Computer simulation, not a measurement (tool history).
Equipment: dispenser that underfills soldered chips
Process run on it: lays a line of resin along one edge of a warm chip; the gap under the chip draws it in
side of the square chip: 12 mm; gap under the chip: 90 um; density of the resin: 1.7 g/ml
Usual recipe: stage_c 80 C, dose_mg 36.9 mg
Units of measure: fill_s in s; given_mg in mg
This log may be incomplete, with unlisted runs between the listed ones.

run,day,stage_c,dose_mg,fill_s,given_mg
1,0.000,80,36.9,89.3,34.65
2,0.167,80,36.9,116.5,34.48
3,0.438,80,36.9,174.7,34.02
# day 0.525: new syringe of resin
4,0.696,80,36.9,96.2,33.74
5,0.996,80,36.9,154.3,33.91
6,1.129,80,43.1,181.4,39.68
# day 1.167: new syringe of resin
7,1.421,80,43.1,105.9,39.47
8,1.688,77,36.9,181.6,33.34
# day 1.821: new syringe of resin
9,1.883,77,36.9,91.5,33.47
10,2.179,80,36.9,128.4,33.31
11,2.329,80,36.9,159.3,33.11
# day 2.488: new syringe of resin
12,2.571,80,36.9,86.4,33.00
13,2.712,80,36.9,106.7,32.74
14,2.871,80,47.1,133.5,41.54
15,3.079,80,47.1,183.3,41.25
# day 3.146: new syringe of resin
16,3.333,80,47.1,96.3,41.48
17,3.562,80,47.1,137.8,41.29
# day 3.662: dispensing valve cleaned and set on the balance
18,3.804,80,47.1,183.4,46.92
# day 3.829: new syringe of resin
19,4.121,92,41.4,72.9,41.14
20,4.429,88,36.9,139.7,36.39
# day 4.483: new syringe of resin
21,4.683,88,36.9,74.6,36.43
22,4.933,76,37.4,167.7,36.35
# day 5.133: new syringe of resin
23,5.154,76,39.1,91.3,37.95
24,5.446,76,31.9,145.6,31.04
25,5.750,82,32.7,179.8,31.39
# day 5.779: new syringe of resin
26,5.983,91,40.2,68.1,38.70
27,6.238,66,32.3,262.2,30.91
# day 6.433: new syringe of resin
28,6.546,66,32.3,163.8,30.70
29,6.800,91,32.3,90.7,30.51

Run 30, settings as shown, results not yet in. Your forecast:
30,7.050,91,32.3,?,?

fill_s: 128.4 s
given_mg: 30.53 mg
Were there no unlogged condition in the tool, this run, its random variation unchanged, would have produced fill_s 48.6 s, given_mg 32.36 mg.
